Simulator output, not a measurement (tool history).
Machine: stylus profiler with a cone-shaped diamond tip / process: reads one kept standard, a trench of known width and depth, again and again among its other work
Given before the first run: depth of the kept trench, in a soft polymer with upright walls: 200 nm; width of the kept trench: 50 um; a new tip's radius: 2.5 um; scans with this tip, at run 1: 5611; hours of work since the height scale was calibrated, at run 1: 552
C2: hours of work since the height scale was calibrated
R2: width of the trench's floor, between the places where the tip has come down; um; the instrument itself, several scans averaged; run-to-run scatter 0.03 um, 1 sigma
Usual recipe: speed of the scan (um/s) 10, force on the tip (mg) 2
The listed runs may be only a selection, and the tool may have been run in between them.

Run 1, hour 0: usual settings; scans with this tip 5611; C2 552. Result: depth of the trench (nm) 202.3, R2 47.77 um.
Run 2, hour 24.7: usual settings but speed of the scan (um/s) 14; scans with this tip 5766; C2 567. Result: depth of the trench (nm) 202.31, R2 47.81 um.
Run 3, hour 45.1: usual settings but speed of the scan (um/s) 14; scans with this tip 5894; C2 580. Result: depth of the trench (nm) 202.29, R2 47.76 um.
Run 4, hour 58.8: usual settings but speed of the scan (um/s) 14; scans with this tip 5981; C2 588. Result: depth of the trench (nm) 202.32, R2 47.81 um.
Run 5, hour 74.2: usual settings but speed of the scan (um/s) 14; scans with this tip 6078; C2 598. Result: depth of the trench (nm) 202.26, R2 47.8 um.
Run 6, hour 96.9: usual settings but speed of the scan (um/s) 14; scans with this tip 6221; C2 612. Result: depth of the trench (nm) 202.33, R2 47.84 um.
Run 7, hour 110.9: usual settings; scans with this tip 6310; C2 620. Result: depth of the trench (nm) 202.31, R2 47.82 um.
Run 8, hour 134.5: usual settings; scans with this tip 6458; C2 635. Result: depth of the trench (nm) 202.33, R2 47.76 um.
Run 9, hour 160.4: usual settings; scans with this tip 6621; C2 651. Result: depth of the trench (nm) 202.42, R2 47.79 um.
Run 10, hour 183.7: usual settings but speed of the scan (um/s) 12; scans with this tip 6768; C2 666. Result: depth of the trench (nm) 202.35, R2 47.78 um.
Run 11, hour 202: usual settings but speed of the scan (um/s) 12; scans with this tip 6883; C2 677. Result: depth of the trench (nm) 202.37, R2 47.82 um.
Run 12, hour 225.9: usual settings but speed of the scan (um/s) 4, force on the tip (mg) 3.89; scans with this tip 7034; C2 692. Result: depth of the trench (nm) 203.45, R2 47.83 um.
Run 13, hour 237.8: usual settings but speed of the scan (um/s) 4, force on the tip (mg) 3.89; scans with this tip 7109; C2 699. Result: depth of the trench (nm) 203.38, R2 47.78 um.
At hour 240.2: height scale calibrated on a step standard.
Run 14, hour 249.6: usual settings but speed of the scan (um/s) 19, force on the tip (mg) 2.14; scans with this tip 7180; C2 6. Result: depth of the trench (nm) 202.89, R2 47.69 um.
Run 15, hour 271.3: usual settings but speed of the scan (um/s) 19, force on the tip (mg) 2.28; scans with this tip 7317; C2 19. Result: depth of the trench (nm) 202.92, R2 47.71 um.
Run 16, hour 284: usual settings but speed of the scan (um/s) 39, force on the tip (mg) 0.75; scans with this tip 7396; C2 27. Result: depth of the trench (nm) 201.87, R2 47.51 um.
Run 17, hour 296.7: usual settings but speed of the scan (um/s) 2, force on the tip (mg) 1.73; scans with this tip 7476; C2 35. Result: depth of the trench (nm) 202.59, R2 47.76 um.
At hour 318.3: height scale calibrated on a step standard, once more.
Run 18, hour 318.4: usual settings but speed of the scan (um/s) 8, force on the tip (mg) 1.68; scans with this tip 7610; C2 0. Result: depth of the trench (nm) 201.84, R2 47.75 um.
Run 19, hour 343.2: usual settings but force on the tip (mg) 2.01; scans with this tip 7767; C2 15. Result: depth of the trench (nm) 202.05, R2 47.79 um.
Run 20, hour 355.6: usual settings but speed of the scan (um/s) 19, force on the tip (mg) 2.14; scans with this tip 7844; C2 23. Result: depth of the trench (nm) 202.15, R2 47.73 um.
Run 21, hour 381.2: usual settings but speed of the scan (um/s) 2, force on the tip (mg) 5.1; scans with this tip 8006; C2 39. Result: depth of the trench (nm) 203.69, R2 47.8 um.

What if the next run were any one of these 5? Each begins from the tool's condition after run 21:
Run A, hour 399.9: usual settings but speed of the scan (um/s) 4, force on the tip (mg) 1; scans with this tip 8124; C2 51. Result: depth of the trench (nm) ?, R2 ?.
Run B, hour 399.9: usual settings but speed of the scan (um/s) 24, force on the tip (mg) 5.1; scans with this tip 8124; C2 51. Result: depth of the trench (nm) ?, R2 ?.
Run C, hour 399.9: usual settings but speed of the scan (um/s) 2, force on the tip (mg) 5.1; scans with this tip 8124; C2 51. Result: depth of the trench (nm) ?, R2 ?.
Run D, hour 399.9: usual settings but speed of the scan (um/s) 34, force on the tip (mg) 5.1; scans with this tip 8124; C2 51. Result: depth of the trench (nm) ?, R2 ?.
Run E, hour 399.9: usual settings but speed of the scan (um/s) 9, force on the tip (mg) 5.5; scans with this tip 8124; C2 51. Result: depth of the trench (nm) ?, R2 ?.

run  depth of the trench (nm)     R2
  A                    201.39  47.76
  B                    203.73   47.7
  C                    203.71  47.77
  D                    203.66  47.68
  E                    203.84  47.74
Stripped of hidden state, with their random variation kept, the same runs would have yielded:
run  depth of the trench (nm)     R2
  A                    201.18  48.03
  B                    203.51  47.97
  C                     203.5  48.04
  D                    203.45  47.95
  E                    203.63  48.01
